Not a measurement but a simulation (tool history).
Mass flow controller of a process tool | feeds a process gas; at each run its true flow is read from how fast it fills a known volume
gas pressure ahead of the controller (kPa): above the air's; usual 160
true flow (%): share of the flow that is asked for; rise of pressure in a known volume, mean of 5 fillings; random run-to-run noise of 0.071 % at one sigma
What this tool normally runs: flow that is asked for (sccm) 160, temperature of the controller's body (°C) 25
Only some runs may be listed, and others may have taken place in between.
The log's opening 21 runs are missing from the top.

run	hour	flow that is asked for (sccm)	gas pressure ahead of the controller (kPa)	temperature of the controller's body (°C)	true flow (%)
22	3395.5	160	160	23	100.93
23	3613.2	160	160	23	100.98
24	3753.4	73	159	29	101.41
25	3938	160	169	25	101.18
# hour 4041.9: controller's zero set anew
26	4041.9	48	219	38	103.09
27	4237.6	160	229	22	100.63
28	4448.9	160	253	31	101.54
29	4558.5	133	189	25	101.08
30	4687.4	133	189	37	102.35
31	4886	133	189	37	102.57
32	5002.1	27	237	29	104.13
# hour 5246: controller's zero set anew, once more
33	5246.3	27	237	29	99.35
34	5398.6	44	222	25	99.06
35	5561.7	44	222	25	99.07
36	5734.6	51	201	25	99.35
37	5981.7	149	211	26	100.41
38	6136.6	159	160	33	101.73
39	6241.7	159	160	33	101.84
# hour 6406.9: controller exchanged for a calibrated one
40	6413	26	225	37	99.26
41	6553.7	41	276	35	99.09
42	6673	41	276	35	99.14
43	6828	190	278	22	99.33
44	6956.8	190	278	22	99.17
45	7072.2	190	278	22	99.14
46	7242	45	151	35	100.05

Predict each of these 5 candidate next runs independently; none follows another, all start after run 46:
A	7470.8	36	201	30	?
B	7470.8	21	160	36	?
C	7470.8	52	219	24	?
D	7470.8	24	151	35	?
E	7470.8	21	151	29	?

run	true flow (%)
A	99.23
B	100.23
C	98.53
D	100.14
E	99.47
Take away the tool's hidden state, keep each run's random variation, and the runs would have read:
run	true flow (%)
A	98.68
B	99.44
C	98.09
D	99.43
E	98.68
